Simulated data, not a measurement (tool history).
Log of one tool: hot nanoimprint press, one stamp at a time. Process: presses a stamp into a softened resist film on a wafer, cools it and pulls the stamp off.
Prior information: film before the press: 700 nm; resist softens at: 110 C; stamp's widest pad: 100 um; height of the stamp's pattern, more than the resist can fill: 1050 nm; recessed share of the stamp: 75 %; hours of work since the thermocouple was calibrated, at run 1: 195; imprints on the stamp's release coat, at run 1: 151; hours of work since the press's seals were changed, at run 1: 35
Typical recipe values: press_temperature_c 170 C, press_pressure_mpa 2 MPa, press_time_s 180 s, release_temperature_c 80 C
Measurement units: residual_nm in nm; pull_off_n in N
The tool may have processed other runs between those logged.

run	hour	press_temperature_c	press_pressure_mpa	press_time_s	release_temperature_c	hours of work since the thermocouple was calibrated	imprints on the stamp's release coat	hours of work since the press's seals were changed	residual_nm	pull_off_n
1	0	170	2	180	80	195	151	35	337	141
2	8.8	170	2	180	80	200	176	41	333.9	146
3	18	170	2	180	80	206	202	47	336.7	144
4	24.3	170	2	180	76	211	219	51	334.7	158
5	30.7	170	2	180	76	215	238	56	337.5	162
6	40.1	170	2	180	76	221	264	62	337	168
7	45.1	170	2	180	80	224	278	65	338	145
8	51.8	170	2	180	80	229	297	70	334.7	157
9	56.8	170	2	180	80	232	311	73	336.2	152
10	67.6	170	2	180	80	239	341	80	337	155
11	74.5	170	2	180	80	244	360	85	339.1	153
12	85.7	170	1.24	180	80	251	392	92	413.3	156
# hour 89.3: plate thermocouple calibrated
13	96.1	170	1.24	180	80	4	413	97	415.1	157
14	103.5	170	1.24	180	80	9	434	102	412.5	157
15	110.7	170	2.5	180	80	14	454	107	308.7	161
16	115.9	168	1.58	180	80	18	469	110	412.8	166
17	122.9	169	1.51	145	84	22	488	115	430.1	144
18	131	169	1.51	354	69	28	511	120	320.2	215
19	140.3	178	1.9	243	67	34	537	126	229	223
# hour 144.3: plate thermocouple calibrated, once more
20	151.8	170	2.05	180	87	5	561	132	325.2	131
21	163.1	170	2.05	180	87	12	593	139	326.1	132
22	174.1	173	2	239	80	20	624	146	260.5	167
23	181.2	170	2	339	80	24	644	151	259.5	172
24	192.4	178	2	339	87	32	675	159	184.6	139
25	199.3	172	2	180	80	36	695	163	303	165
26	207.4	172	2.28	180	80	42	717	168	287.6	172
27	213.7	163	2	135	86	46	735	173	473.2	151
28	220.3	163	1.78	185	86	50	753	177	446.4	150
29	229.2	159	2	350	80	56	779	183	418.7	171
30	237.7	159	2	350	80	62	802	189	416.3	179

Here are 4 independent what-if runs from the current tool condition. What would each one return?
A	248.2	177	1.73	188	80	69	832	195	?	?
B	248.2	159	1.81	350	80	69	832	195	?	?
C	248.2	159	1.76	350	80	69	832	195	?	?
D	248.2	170	1.34	180	80	69	832	195	?	?

run	residual_nm	pull_off_n
A	263.8	183
B	434.5	179
C	436.2	183
D	390.1	178
Without the tool's hidden state the same runs would have given:
run	residual_nm	pull_off_n
A	261.2	136
B	430.1	133
C	431.9	136
D	386.6	132
